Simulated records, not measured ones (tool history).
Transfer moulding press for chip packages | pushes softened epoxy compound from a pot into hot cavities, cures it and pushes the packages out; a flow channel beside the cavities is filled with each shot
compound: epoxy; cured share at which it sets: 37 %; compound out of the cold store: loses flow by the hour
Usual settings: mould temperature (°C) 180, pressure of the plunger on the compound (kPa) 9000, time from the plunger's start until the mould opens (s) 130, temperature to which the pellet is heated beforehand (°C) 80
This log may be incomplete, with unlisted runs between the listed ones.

| run | hour | mould temperature (°C) | pressure of the plunger on the compound (kPa) | time from the plunger's start until the mould opens (s) | temperature to which the pellet is heated beforehand (°C) | incoming compound's hours out of the cold store | length that the compound runs in the flow channel (mm) | greatest force on the pins that push the packages out (N) |
|---|---|---|---|---|---|---|---|---|
| 1 | 0 | 180 | 9000 | 130 | 80 | 42.7 | 543.4 | 390 |
| 2 | 21.6 | 180 | 9000 | 130 | 80 | 15.9 | 630.6 | 401 |
| 3 | 39.7 | 180 | 9000 | 118 | 80 | 43.8 | 540.8 | 444 |
| 4 | 52.9 | 180 | 9000 | 118 | 80 | 8.3 | 658.2 | 515 |
|  | 67.7 | cavities cleaned with cleaning compound and waxed |
| 5 | 81.3 | 180 | 9000 | 118 | 80 | 8.7 | 658.9 | 501 |
| 6 | 99.4 | 180 | 9000 | 118 | 80 | 34.1 | 570.6 | 466 |
| 7 | 124.9 | 180 | 8440 | 130 | 80 | 11 | 630.3 | 410 |
| 8 | 144.8 | 180 | 9000 | 114 | 80 | 29.7 | 585.4 | 481 |
|  | 165.1 | cavities cleaned with cleaning compound and waxed |
| 9 | 166 | 180 | 9000 | 144 | 80 | 28.1 | 589.1 | 361 |
| 10 | 188.4 | 180 | 9000 | 144 | 80 | 33.9 | 572 | 351 |
|  | 209.4 | plunger's sealing rings changed |
| 11 | 209.4 | 180 | 9000 | 144 | 80 | 18.6 | 622.5 | 355 |
| 12 | 225.9 | 180 | 9000 | 144 | 80 | 45.8 | 535.3 | 348 |
| 13 | 243.8 | 180 | 9000 | 144 | 80 | 17.6 | 625.6 | 352 |
|  | 264.7 | cavities cleaned with cleaning compound and waxed |
| 14 | 266.4 | 180 | 9000 | 144 | 80 | 41.6 | 547.6 | 347 |
| 15 | 292.7 | 178 | 10620 | 144 | 74 | 14.6 | 699.1 | 404 |
| 16 | 316 | 178 | 9000 | 137 | 80 | 13.8 | 645.1 | 423 |
| 17 | 343.1 | 180 | 9000 | 136 | 71 | 34.3 | 569.5 | 370 |
| 18 | 356.3 | 180 | 9000 | 136 | 71 | 11.5 | 649.4 | 389 |
|  | 361.4 | cavities cleaned with cleaning compound and waxed |
| 19 | 384.6 | 183 | 7340 | 125 | 79 | 8.3 | 586.9 | 374 |
| 20 | 406.7 | 183 | 10640 | 125 | 79 | 8.2 | 705.5 | 393 |
| 21 | 418.3 | 186 | 10430 | 117 | 87 | 27.9 | 615.7 | 365 |
| 22 | 440.6 | 187 | 10220 | 150 | 87 | 13.1 | 658.6 | 313 |
| 23 | 453.4 | 178 | 10010 | 150 | 87 | 38.5 | 593.1 | 342 |
|  | 458.1 | cavities cleaned with cleaning compound and waxed |
| 24 | 469.8 | 178 | 10010 | 150 | 87 | 32.4 | 612.7 | 359 |
| 25 | 485.4 | 178 | 10010 | 150 | 87 | 32.6 | 612.9 | 373 |
|  | 497.7 | plunger's sealing rings changed |
| 26 | 509.1 | 180 | 8630 | 135 | 76 | 34.1 | 558.3 | 377 |
| 27 | 529.3 | 182 | 7390 | 141 | 78 | 17.7 | 559.3 | 346 |

Predict each of these 4 candidate next runs independently; none follows another, all start after run 27:
| A | 541.9 | 182 | 9380 | 157 | 80 | 46.8 | ? | ? |
| B | 541.9 | 180 | 10640 | 156 | 78 | 20.9 | ? | ? |
| C | 541.9 | 180 | 9000 | 144 | 80 | 43.8 | ? | ? |
| D | 541.9 | 180 | 9000 | 143 | 80 | 42 | ? | ? |

| run | length that the compound runs in the flow channel (mm) | greatest force on the pins that push the packages out (N) |
|---|---|---|
| A | 537.9 | 322 |
| B | 667.7 | 340 |
| C | 541.9 | 354 |
| D | 547 | 357 |
Had the tool no hidden state, the same runs would have come out as:
| run | length that the compound runs in the flow channel (mm) | greatest force on the pins that push the packages out (N) |
|---|---|---|
| A | 537.9 | 320 |
| B | 667.7 | 338 |
| C | 541.9 | 352 |
| D | 547 | 355 |
